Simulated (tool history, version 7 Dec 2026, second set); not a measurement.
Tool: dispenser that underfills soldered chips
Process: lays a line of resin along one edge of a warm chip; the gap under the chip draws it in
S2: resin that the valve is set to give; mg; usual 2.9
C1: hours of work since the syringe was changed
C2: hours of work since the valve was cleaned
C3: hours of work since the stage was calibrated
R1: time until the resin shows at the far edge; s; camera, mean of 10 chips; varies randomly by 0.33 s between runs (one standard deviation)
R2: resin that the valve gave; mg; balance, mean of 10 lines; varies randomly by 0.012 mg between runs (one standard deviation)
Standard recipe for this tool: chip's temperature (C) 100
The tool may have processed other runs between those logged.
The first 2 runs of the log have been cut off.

-- day=0.742 new syringe of resin
run 3 day=0.925 | chip's_temperature_(C)=90 S2=2.9 | C1=3 C2=16 C3=99 | R1=22.8 R2=2.87
-- day=1.062 new syringe of resin
run 4 day=1.267 | chip's_temperature_(C)=90 S2=2.9 | C1=4 C2=22 C3=105 | R1=23.4 R2=2.84
-- day=1.379 new syringe of resin
-- day=1.683 new syringe of resin
run 5 day=1.771 | chip's_temperature_(C)=114 S2=2.9 | C1=2 C2=31 C3=114 | R1=10.1 R2=2.82
-- day=2.004 new syringe of resin
run 6 day=2.004 | chip's_temperature_(C)=114 S2=2.9 | C1=0 C2=35 C3=118 | R1=9.6 R2=2.82
-- day=2.329 new syringe of resin
run 7 day=2.450 | chip's_temperature_(C)=114 S2=2.9 | C1=2 C2=43 C3=126 | R1=10.2 R2=2.80
-- day=2.638 new syringe of resin
-- day=2.817 dispensing valve cleaned and set on the balance
run 8 day=2.942 | chip's_temperature_(C)=114 S2=2.9 | C1=5 C2=2 C3=134 | R1=10.9 R2=2.90
-- day=3.012 new syringe of resin
-- day=3.362 new syringe of resin
run 9 day=3.483 | chip's_temperature_(C)=100 S2=2.9 | C1=2 C2=12 C3=143 | R1=15.0 R2=2.87
-- day=3.688 new syringe of resin
run 10 day=3.804 | chip's_temperature_(C)=111 S2=2.9 | C1=2 C2=17 C3=149 | R1=10.8 R2=2.87
-- day=4.004 new syringe of resin
run 11 day=4.088 | chip's_temperature_(C)=99 S2=2.9 | C1=2 C2=22 C3=154 | R1=15.8 R2=2.82
-- day=4.317 new syringe of resin
run 12 day=4.388 | chip's_temperature_(C)=99 S2=2.9 | C1=1 C2=28 C3=159 | R1=15.1 R2=2.83
-- day=4.646 new syringe of resin
run 13 day=4.712 | chip's_temperature_(C)=99 S2=2.9 | C1=1 C2=33 C3=165 | R1=16.3 R2=2.83
-- day=4.950 new syringe of resin
run 14 day=5.221 | chip's_temperature_(C)=111 S2=2.9 | C1=5 C2=42 C3=174 | R1=12.1 R2=2.79
-- day=5.258 new syringe of resin
run 15 day=5.538 | chip's_temperature_(C)=100 S2=3.8 | C1=5 C2=48 C3=179 | R1=16.3 R2=3.65
-- day=5.588 new syringe of resin
-- day=5.629 dispensing valve cleaned and set on the balance
run 16 day=5.862 | chip's_temperature_(C)=100 S2=3.2 | C1=4 C2=4 C3=184 | R1=17.2 R2=3.18
-- day=5.954 new syringe of resin
run 17 day=6.117 | chip's_temperature_(C)=100 S2=2.9 | C1=3 C2=9 C3=189 | R1=16.2 R2=2.86
-- day=6.288 new syringe of resin
run 18 day=6.567 | chip's_temperature_(C)=100 S2=2.9 | C1=5 C2=17 C3=197 | R1=17.1 R2=2.87

Predict the results of run 19:
-- day=6.604 new syringe of resin
-- day=6.938 new syringe of resin
run 19 day=7.071 | chip's_temperature_(C)=92 S2=3.0 | C1=2 C2=25 C3=206 | R1=? R2=?

R1: 20.5 s
R2: 2.95 mg
On a tool with no hidden condition, and with the same random variation, this run would have come out at R1 18.1 s, R2 3.01 mg.

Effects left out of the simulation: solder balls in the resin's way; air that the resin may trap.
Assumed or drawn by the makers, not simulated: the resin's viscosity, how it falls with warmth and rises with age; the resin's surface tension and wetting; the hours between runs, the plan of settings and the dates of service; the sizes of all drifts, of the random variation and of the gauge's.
